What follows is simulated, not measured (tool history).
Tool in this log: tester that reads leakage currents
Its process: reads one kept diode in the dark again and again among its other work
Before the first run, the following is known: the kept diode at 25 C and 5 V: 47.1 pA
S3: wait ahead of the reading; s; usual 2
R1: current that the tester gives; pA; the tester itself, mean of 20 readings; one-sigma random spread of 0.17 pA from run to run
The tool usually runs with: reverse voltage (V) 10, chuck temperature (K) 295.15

{"run": 1, "hour": 0.0, "reverse voltage (V)": 10, "chuck temperature (K)": 295.15, "S3": 2, "R1": 69.28}
{"run": 2, "hour": 27.5, "reverse voltage (V)": 10, "chuck temperature (K)": 295.15, "S3": 2, "R1": 70.05}
{"run": 3, "hour": 88.2, "reverse voltage (V)": 10, "chuck temperature (K)": 295.15, "S3": 2, "R1": 70.73}
{"run": 4, "hour": 142.4, "reverse voltage (V)": 10, "chuck temperature (K)": 295.15, "S3": 2, "R1": 71.37}
{"run": 5, "hour": 199.2, "reverse voltage (V)": 10, "chuck temperature (K)": 295.15, "S3": 2, "R1": 72.09}
{"run": 6, "hour": 240.6, "reverse voltage (V)": 10, "chuck temperature (K)": 295.15, "S3": 2, "R1": 72.92}
{"run": 7, "hour": 285.2, "reverse voltage (V)": 10, "chuck temperature (K)": 295.15, "S3": 2, "R1": 73.56}
{"run": 8, "hour": 322.1, "reverse voltage (V)": 10, "chuck temperature (K)": 295.15, "S3": 2, "R1": 74.03}
{"run": 9, "hour": 386.0, "reverse voltage (V)": 10, "chuck temperature (K)": 295.15, "S3": 2, "R1": 75.16}
{"run": 10, "hour": 413.5, "reverse voltage (V)": 10, "chuck temperature (K)": 297.15, "S3": 1.03, "R1": 85.57}
{"run": 11, "hour": 471.0, "reverse voltage (V)": 10.8, "chuck temperature (K)": 293.15, "S3": 0.55, "R1": 74.65}
{"run": 12, "hour": 527.0, "reverse voltage (V)": 10, "chuck temperature (K)": 298.15, "S3": 1.67, "R1": 92.32}
{"run": 13, "hour": 571.6, "reverse voltage (V)": 10, "chuck temperature (K)": 298.15, "S3": 1.67, "R1": 92.47}
{"run": 14, "hour": 625.9, "reverse voltage (V)": 18.9, "chuck temperature (K)": 326.15, "S3": 0.38, "R1": 719.3}
{"run": 15, "hour": 682.7, "reverse voltage (V)": 10, "chuck temperature (K)": 295.15, "S3": 0.99, "R1": 80.21}
{"run": 16, "hour": 721.4, "reverse voltage (V)": 1.2, "chuck temperature (K)": 302.15, "S3": 2, "R1": 38.11}
{"run": 17, "hour": 756.5, "reverse voltage (V)": 15.1, "chuck temperature (K)": 295.15, "S3": 9.28, "R1": 103.21}
{"run": 18, "hour": 797.9, "reverse voltage (V)": 12.8, "chuck temperature (K)": 297.15, "S3": 1.07, "R1": 106.36}

Forecast each of these 3 alternatives for the next run:
{"run": "A", "hour": 834.8, "reverse voltage (V)": 12.8, "chuck temperature (K)": 297.15, "S3": 4.18, "R1": "?"}
{"run": "B", "hour": 834.8, "reverse voltage (V)": 10, "chuck temperature (K)": 295.15, "S3": 0.59, "R1": "?"}
{"run": "C", "hour": 834.8, "reverse voltage (V)": 1.6, "chuck temperature (K)": 308.15, "S3": 6.84, "R1": "?"}

run=A R1=105.75
run=B R1=84.32
run=C R1=66.67
Take away the tool's hidden state, keep each run's random variation, and the runs would have read:
run=A R1=69.23
run=B R1=55.83
run=C R1=57.35
